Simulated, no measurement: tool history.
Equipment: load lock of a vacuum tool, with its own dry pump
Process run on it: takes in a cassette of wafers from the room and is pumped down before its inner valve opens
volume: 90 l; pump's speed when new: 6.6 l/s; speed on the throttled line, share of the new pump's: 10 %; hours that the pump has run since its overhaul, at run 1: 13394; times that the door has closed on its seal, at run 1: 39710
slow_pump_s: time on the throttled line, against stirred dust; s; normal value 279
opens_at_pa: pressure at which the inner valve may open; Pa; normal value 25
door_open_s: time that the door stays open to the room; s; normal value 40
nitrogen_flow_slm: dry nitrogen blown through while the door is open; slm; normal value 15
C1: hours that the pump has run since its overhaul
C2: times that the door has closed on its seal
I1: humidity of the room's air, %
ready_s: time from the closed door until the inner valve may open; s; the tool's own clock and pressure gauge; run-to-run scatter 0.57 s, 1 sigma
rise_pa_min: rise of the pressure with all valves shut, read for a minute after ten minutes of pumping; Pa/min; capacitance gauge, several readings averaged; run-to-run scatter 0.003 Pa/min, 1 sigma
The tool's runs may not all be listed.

run 1 hour=0.0 | slow_pump_s=279 opens_at_pa=25 door_open_s=40 nitrogen_flow_slm=15 | C1=13394 C2=39710 | I1=44.9 | ready_s=375.9 rise_pa_min=0.371
run 2 hour=275.1 | slow_pump_s=421 opens_at_pa=25 door_open_s=40 nitrogen_flow_slm=15 | C1=13669 C2=40677 | I1=46.0 | ready_s=502.0 rise_pa_min=0.379
run 3 hour=521.6 | slow_pump_s=421 opens_at_pa=25 door_open_s=40 nitrogen_flow_slm=15 | C1=13916 C2=41544 | I1=44.2 | ready_s=500.8 rise_pa_min=0.385
-- hour=746.9 dry pump taken out, an overhauled one fitted
run 4 hour=811.9 | slow_pump_s=323 opens_at_pa=25 door_open_s=40 nitrogen_flow_slm=15 | C1=65 C2=42544 | I1=42.3 | ready_s=403.4 rise_pa_min=0.403
run 5 hour=1064.9 | slow_pump_s=323 opens_at_pa=25 door_open_s=40 nitrogen_flow_slm=15 | C1=318 C2=43433 | I1=45.0 | ready_s=403.5 rise_pa_min=0.408
run 6 hour=1210.3 | slow_pump_s=323 opens_at_pa=25 door_open_s=40 nitrogen_flow_slm=15 | C1=463 C2=43944 | I1=43.4 | ready_s=403.5 rise_pa_min=0.417
run 7 hour=1491.8 | slow_pump_s=323 opens_at_pa=25 door_open_s=40 nitrogen_flow_slm=15 | C1=745 C2=44934 | I1=43.8 | ready_s=403.6 rise_pa_min=0.420
run 8 hour=1679.1 | slow_pump_s=279 opens_at_pa=25 door_open_s=40 nitrogen_flow_slm=15 | C1=932 C2=45592 | I1=45.3 | ready_s=364.1 rise_pa_min=0.442
run 9 hour=1980.1 | slow_pump_s=279 opens_at_pa=25 door_open_s=28 nitrogen_flow_slm=15 | C1=1233 C2=46650 | I1=47.1 | ready_s=365.3 rise_pa_min=0.443
run 10 hour=2136.4 | slow_pump_s=279 opens_at_pa=25 door_open_s=28 nitrogen_flow_slm=15 | C1=1390 C2=47200 | I1=45.0 | ready_s=365.3 rise_pa_min=0.454
run 11 hour=2369.2 | slow_pump_s=167 opens_at_pa=25 door_open_s=28 nitrogen_flow_slm=15 | C1=1622 C2=48018 | I1=46.3 | ready_s=264.0 rise_pa_min=0.472
run 12 hour=2516.5 | slow_pump_s=167 opens_at_pa=25 door_open_s=28 nitrogen_flow_slm=15 | C1=1770 C2=48536 | I1=45.9 | ready_s=264.6 rise_pa_min=0.463
run 13 hour=2801.4 | slow_pump_s=167 opens_at_pa=25 door_open_s=28 nitrogen_flow_slm=15 | C1=2055 C2=49538 | I1=44.6 | ready_s=265.6 rise_pa_min=0.484
run 14 hour=3002.4 | slow_pump_s=167 opens_at_pa=25 door_open_s=28 nitrogen_flow_slm=15 | C1=2256 C2=50244 | I1=45.0 | ready_s=264.9 rise_pa_min=0.500
run 15 hour=3212.2 | slow_pump_s=167 opens_at_pa=25 door_open_s=58 nitrogen_flow_slm=15 | C1=2465 C2=50982 | I1=45.9 | ready_s=264.9 rise_pa_min=0.519
run 16 hour=3397.4 | slow_pump_s=330 opens_at_pa=25 door_open_s=58 nitrogen_flow_slm=15 | C1=2650 C2=51633 | I1=45.8 | ready_s=411.7 rise_pa_min=0.531
run 17 hour=3569.1 | slow_pump_s=330 opens_at_pa=25 door_open_s=58 nitrogen_flow_slm=15 | C1=2822 C2=52236 | I1=46.1 | ready_s=411.2 rise_pa_min=0.525
run 18 hour=3868.5 | slow_pump_s=330 opens_at_pa=25 door_open_s=58 nitrogen_flow_slm=15 | C1=3122 C2=53289 | I1=44.0 | ready_s=412.0 rise_pa_min=0.548
run 19 hour=4078.8 | slow_pump_s=330 opens_at_pa=25 door_open_s=58 nitrogen_flow_slm=15 | C1=3332 C2=54028 | I1=46.1 | ready_s=413.3 rise_pa_min=0.565
run 20 hour=4310.5 | slow_pump_s=279 opens_at_pa=25 door_open_s=228 nitrogen_flow_slm=15 | C1=3564 C2=54843 | I1=45.7 | ready_s=367.9 rise_pa_min=0.603
run 21 hour=4580.4 | slow_pump_s=217 opens_at_pa=24 door_open_s=40 nitrogen_flow_slm=15 | C1=3833 C2=55792 | I1=44.2 | ready_s=311.6 rise_pa_min=0.579
run 22 hour=4762.3 | slow_pump_s=217 opens_at_pa=24 door_open_s=49 nitrogen_flow_slm=15 | C1=4015 C2=56431 | I1=41.9 | ready_s=311.9 rise_pa_min=0.591
-- hour=4979.3 door's seal changed, seat wiped
run 23 hour=5062.9 | slow_pump_s=179 opens_at_pa=31 door_open_s=40 nitrogen_flow_slm=25 | C1=4314 C2=294 | I1=44.8 | ready_s=274.7 rise_pa_min=0.027
run 24 hour=5346.9 | slow_pump_s=235 opens_at_pa=25 door_open_s=43 nitrogen_flow_slm=15 | C1=4599 C2=1292 | I1=40.9 | ready_s=327.9 rise_pa_min=0.039
run 25 hour=5483.1 | slow_pump_s=164 opens_at_pa=25 door_open_s=71 nitrogen_flow_slm=15 | C1=4735 C2=1771 | I1=42.8 | ready_s=264.1 rise_pa_min=0.049
run 26 hour=5749.6 | slow_pump_s=164 opens_at_pa=25 door_open_s=71 nitrogen_flow_slm=15 | C1=5001 C2=2708 | I1=45.2 | ready_s=264.5 rise_pa_min=0.049
run 27 hour=5879.3 | slow_pump_s=169 opens_at_pa=25 door_open_s=40 nitrogen_flow_slm=27 | C1=5131 C2=3164 | I1=46.3 | ready_s=268.9 rise_pa_min=0.038
run 28 hour=6061.7 | slow_pump_s=279 opens_at_pa=38 door_open_s=40 nitrogen_flow_slm=15 | C1=5313 C2=3805 | I1=47.5 | ready_s=361.3 rise_pa_min=0.048
run 29 hour=6334.4 | slow_pump_s=279 opens_at_pa=38 door_open_s=40 nitrogen_flow_slm=15 | C1=5586 C2=4764 | I1=44.9 | ready_s=361.8 rise_pa_min=0.055
run 30 hour=6519.0 | slow_pump_s=195 opens_at_pa=44 door_open_s=40 nitrogen_flow_slm=6 | C1=5771 C2=5413 | I1=46.6 | ready_s=284.4 rise_pa_min=0.070
run 31 hour=6796.1 | slow_pump_s=551 opens_at_pa=26 door_open_s=104 nitrogen_flow_slm=40 | C1=6048 C2=6387 | I1=44.2 | ready_s=612.4 rise_pa_min=0.051

The logged runs with the hidden state left out (each run's random variation unchanged):
The tool's hidden condition here consists of: pump's speed, % of a new pump's; leak at the door's seal, Pa l/s; drift of the gauge itself on ready_s, %; drift of the gauge itself on rise_pa_min, %.
run=1 ready_s=366.1 rise_pa_min=0.037
run=2 ready_s=493.6 rise_pa_min=0.036
run=3 ready_s=492.3 rise_pa_min=0.033
run=4 ready_s=404.5 rise_pa_min=0.036
run=5 ready_s=404.4 rise_pa_min=0.034
run=6 ready_s=404.3 rise_pa_min=0.033
run=7 ready_s=404.2 rise_pa_min=0.032
run=8 ready_s=364.7 rise_pa_min=0.034
run=9 ready_s=365.7 rise_pa_min=0.032
run=10 ready_s=365.6 rise_pa_min=0.033
run=11 ready_s=264.2 rise_pa_min=0.032
run=12 ready_s=264.6 rise_pa_min=0.028
run=13 ready_s=265.4 rise_pa_min=0.029
run=14 ready_s=264.5 rise_pa_min=0.031
run=15 ready_s=264.1 rise_pa_min=0.042
run=16 ready_s=411.1 rise_pa_min=0.040
run=17 ready_s=410.6 rise_pa_min=0.036
run=18 ready_s=411.2 rise_pa_min=0.045
run=19 ready_s=412.4 rise_pa_min=0.039
run=20 ready_s=366.7 rise_pa_min=0.064
run=21 ready_s=310.1 rise_pa_min=0.030
run=22 ready_s=310.4 rise_pa_min=0.031
run=23 ready_s=272.9 rise_pa_min=0.026
run=24 ready_s=325.9 rise_pa_min=0.035
run=25 ready_s=261.8 rise_pa_min=0.043
run=26 ready_s=262.1 rise_pa_min=0.040
run=27 ready_s=266.4 rise_pa_min=0.026
run=28 ready_s=359.2 rise_pa_min=0.035
run=29 ready_s=359.5 rise_pa_min=0.037
run=30 ready_s=281.7 rise_pa_min=0.049
run=31 ready_s=610.4 rise_pa_min=0.026

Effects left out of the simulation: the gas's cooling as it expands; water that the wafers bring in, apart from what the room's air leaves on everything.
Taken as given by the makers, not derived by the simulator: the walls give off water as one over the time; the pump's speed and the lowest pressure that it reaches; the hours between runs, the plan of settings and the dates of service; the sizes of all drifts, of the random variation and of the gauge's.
